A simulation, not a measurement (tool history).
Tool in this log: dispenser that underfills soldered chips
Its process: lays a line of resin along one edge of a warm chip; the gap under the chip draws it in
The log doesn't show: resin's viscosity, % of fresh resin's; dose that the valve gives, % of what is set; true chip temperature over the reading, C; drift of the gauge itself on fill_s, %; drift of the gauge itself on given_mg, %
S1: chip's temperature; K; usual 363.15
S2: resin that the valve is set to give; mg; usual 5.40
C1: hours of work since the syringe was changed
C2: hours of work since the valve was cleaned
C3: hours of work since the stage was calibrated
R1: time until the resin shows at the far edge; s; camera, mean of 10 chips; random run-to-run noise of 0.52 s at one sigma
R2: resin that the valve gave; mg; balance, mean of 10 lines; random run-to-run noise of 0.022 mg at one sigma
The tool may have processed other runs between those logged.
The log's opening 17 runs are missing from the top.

At day 3.350: new syringe of resin.
Run 18, day 3.562: usual settings but S2 7.00 mg; C1 4; C2 71; C3 292. Result: R1 55.3 s, R2 6.78 mg.
Run 19, day 3.738: usual settings but S1 359.15 K, S2 6.95 mg; C1 7; C2 74; C3 295. Result: R1 81.6 s, R2 6.74 mg.
At day 3.775: new syringe of resin.
Run 20, day 3.942: usual settings but S1 358.15 K, S2 6.22 mg; C1 3; C2 78; C3 299. Result: R1 61.2 s, R2 6.00 mg.
At day 4.096: dispensing valve cleaned and set on the balance.
Run 21, day 4.142: usual settings but S1 358.15 K, S2 6.22 mg; C1 6; C2 1; C3 302. Result: R1 76.4 s, R2 6.22 mg.
At day 4.258: new syringe of resin.
Run 22, day 4.412: usual settings but S1 369.15 K, S2 6.67 mg; C1 3; C2 6; C3 307. Result: R1 41.4 s, R2 6.62 mg.
Run 23, day 4.604: usual settings but S1 372.15 K, S2 6.66 mg; C1 7; C2 9; C3 310. Result: R1 50.1 s, R2 6.66 mg.
At day 4.688: new syringe of resin.
Run 24, day 4.821: usual settings but S1 365.15 K, S2 5.35 mg; C1 2; C2 13; C3 314. Result: R1 46.7 s, R2 5.28 mg.
Run 25, day 5.046: usual settings but S1 353.15 K, S2 5.43 mg; C1 7; C2 18; C3 319. Result: R1 98.3 s, R2 5.36 mg.
At day 5.108: new syringe of resin.
Run 26, day 5.342: usual settings but S1 353.15 K, S2 6.40 mg; C1 4; C2 23; C3 324. Result: R1 78.8 s, R2 6.33 mg.
Run 27, day 5.496: usual settings but S1 353.15 K, S2 6.40 mg; C1 7; C2 26; C3 327. Result: R1 99.5 s, R2 6.32 mg.
At day 5.529: new syringe of resin.
Run 28, day 5.717: usual settings but S1 372.15 K, S2 5.51 mg; C1 4; C2 30; C3 331. Result: R1 40.9 s, R2 5.44 mg.
Run 29, day 5.908: usual settings but S1 374.15 K, S2 5.95 mg; C1 7; C2 33; C3 334. Result: R1 50.3 s, R2 5.80 mg.
At day 5.946: new syringe of resin.
Run 30, day 6.188: usual settings but S1 351.15 K, S2 5.09 mg; C1 5; C2 38; C3 340. Result: R1 90.4 s, R2 5.00 mg.
At day 6.362: new syringe of resin.
Run 31, day 6.479: usual settings but S1 369.15 K, S2 5.79 mg; C1 2; C2 44; C3 345. Result: R1 38.1 s, R2 5.63 mg.
Run 32, day 6.708: usual settings but S1 351.15 K, S2 5.39 mg; C1 7; C2 48; C3 349. Result: R1 100.3 s, R2 5.28 mg.
At day 6.783: new syringe of resin.
Run 33, day 6.846: usual settings but S1 351.15 K, S2 5.39 mg; C1 1; C2 50; C3 351. Result: R1 66.6 s, R2 5.27 mg.
Run 34, day 7.071: usual settings but S1 351.15 K, S2 5.79 mg; C1 5; C2 55; C3 356. Result: R1 93.3 s, R2 5.63 mg.
At day 7.200: new syringe of resin.
Run 35, day 7.250: usual settings but S2 5.53 mg; C1 1; C2 58; C3 359. Result: R1 42.4 s, R2 5.37 mg.
Run 36, day 7.446: usual settings but S1 376.15 K, S2 5.00 mg; C1 5; C2 62; C3 363. Result: R1 39.5 s, R2 4.85 mg.

Alternative continuations, all from the tool just after run 36; predict every row:
At day 7.621: new syringe of resin.
Run A, day 7.675: usual settings but S1 356.15 K, S2 5.92 mg; C1 1; C2 66; C3 367. Result: R1 ?, R2 ?.
At day 7.621: new syringe of resin.
Run B, day 7.675: usual settings but S1 371.15 K, S2 5.78 mg; C1 1; C2 66; C3 367. Result: R1 ?, R2 ?.
At day 7.621: new syringe of resin.
Run C, day 7.675: usual settings but S1 368.15 K; C1 1; C2 66; C3 367. Result: R1 ?, R2 ?.

run    R1    R2
  A  53.2  5.67
  B  32.2  5.59
  C  35.8  5.26
The same runs, with their run-to-run variation unchanged, on a tool lacking any hidden condition would have given:
run    R1    R2
  A  53.4  5.87
  B  32.1  5.78
  C  35.7  5.44
